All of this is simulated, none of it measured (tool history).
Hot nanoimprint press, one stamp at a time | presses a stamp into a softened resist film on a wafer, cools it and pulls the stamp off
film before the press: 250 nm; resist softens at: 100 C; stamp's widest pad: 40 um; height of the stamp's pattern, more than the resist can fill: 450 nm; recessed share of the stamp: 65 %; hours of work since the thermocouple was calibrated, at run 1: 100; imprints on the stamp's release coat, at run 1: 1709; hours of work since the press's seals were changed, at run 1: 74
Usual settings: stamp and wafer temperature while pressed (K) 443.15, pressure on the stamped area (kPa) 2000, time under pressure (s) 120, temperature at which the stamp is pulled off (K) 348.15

run	day	stamp and wafer temperature while pressed (K)	pressure on the stamped area (kPa)	time under pressure (s)	temperature at which the stamp is pulled off (K)	hours of work since the thermocouple was calibrated	imprints on the stamp's release coat	hours of work since the press's seals were changed	resist left under the stamp's widest pad (angstrom)	greatest force while the stamp is pulled off (N)
1	0.000	443.15	2000	120	348.15	100	1709	74	1029	222
2	0.962	443.15	2000	120	348.15	113	1781	88	1017	222
3	1.608	443.15	2000	120	348.15	123	1829	97	1006	218
# day 2.162: stamp cleaned and given a new release coat
4	2.867	443.15	2000	120	348.15	137	52	111	1015	223
5	3.788	443.15	2000	120	348.15	150	121	125	1016	213
6	4.542	446.15	2000	120	348.15	161	177	136	875	212
7	5.858	446.15	2000	120	348.15	180	275	155	891	209
8	6.783	443.15	2000	120	348.15	194	344	168	1026	218
9	7.917	443.15	2000	120	348.15	210	428	184	1004	219
10	8.717	443.15	2000	120	348.15	221	488	196	1007	216
11	9.275	443.15	2000	120	348.15	230	530	204	1016	225
12	10.267	443.15	2000	166	348.15	244	603	218	883	220
13	11.117	443.15	2000	201	348.15	256	667	230	800	225
14	12.075	443.15	2000	201	348.15	270	738	244	808	220
15	13.408	443.15	2000	201	348.15	289	838	263	808	218
16	14.708	443.15	2000	201	348.15	308	934	282	814	221
17	15.767	438.15	2000	120	348.15	323	1013	297	1263	217
18	16.438	443.15	1370	120	350.15	333	1063	307	1188	209
19	17.004	443.15	2280	120	349.15	341	1105	315	948	213
20	17.604	443.15	2280	120	349.15	350	1150	324	963	216
21	18.588	443.15	2280	120	349.15	364	1223	338	962	218
22	19.675	443.15	2280	120	349.15	379	1304	354	970	215
23	20.458	436.15	1750	75	344.15	391	1363	365	1667	248
24	21.646	438.15	2800	120	356.15	408	1451	382	1106	176
25	22.925	452.15	1530	120	353.15	426	1546	401	760	191
26	24.000	452.15	1530	120	353.15	442	1626	416	768	198
27	24.688	441.15	1530	88	339.15	452	1678	426	1389	271
28	25.788	434.15	3190	142	355.15	467	1759	442	1203	184
29	26.800	434.15	3190	142	355.15	482	1835	456	1175	185

5 ways to go on from here, each from the tool as it stands after run 29. What would each give?
# day 27.262: stamp cleaned and given a new release coat
A	28.150	434.15	3190	178	355.15	498	66	472	?	?
# day 27.262: stamp cleaned and given a new release coat
B	28.150	443.15	2000	73	348.15	498	66	472	?	?
# day 27.262: stamp cleaned and given a new release coat
C	28.150	440.15	3190	142	347.15	498	66	472	?	?
# day 27.262: stamp cleaned and given a new release coat
D	28.150	453.15	3190	214	335.15	498	66	472	?	?
# day 27.262: stamp cleaned and given a new release coat
E	28.150	434.15	3190	96	355.15	498	66	472	?	?

run	resist left under the stamp's widest pad (angstrom)	greatest force while the stamp is pulled off (N)
A	1092	183
B	1237	214
C	879	220
D	392	287
E	1378	178
Without the tool's hidden state the same runs would have given:
run	resist left under the stamp's widest pad (angstrom)	greatest force while the stamp is pulled off (N)
A	1094	183
B	1239	214
C	881	220
D	392	287
E	1379	178
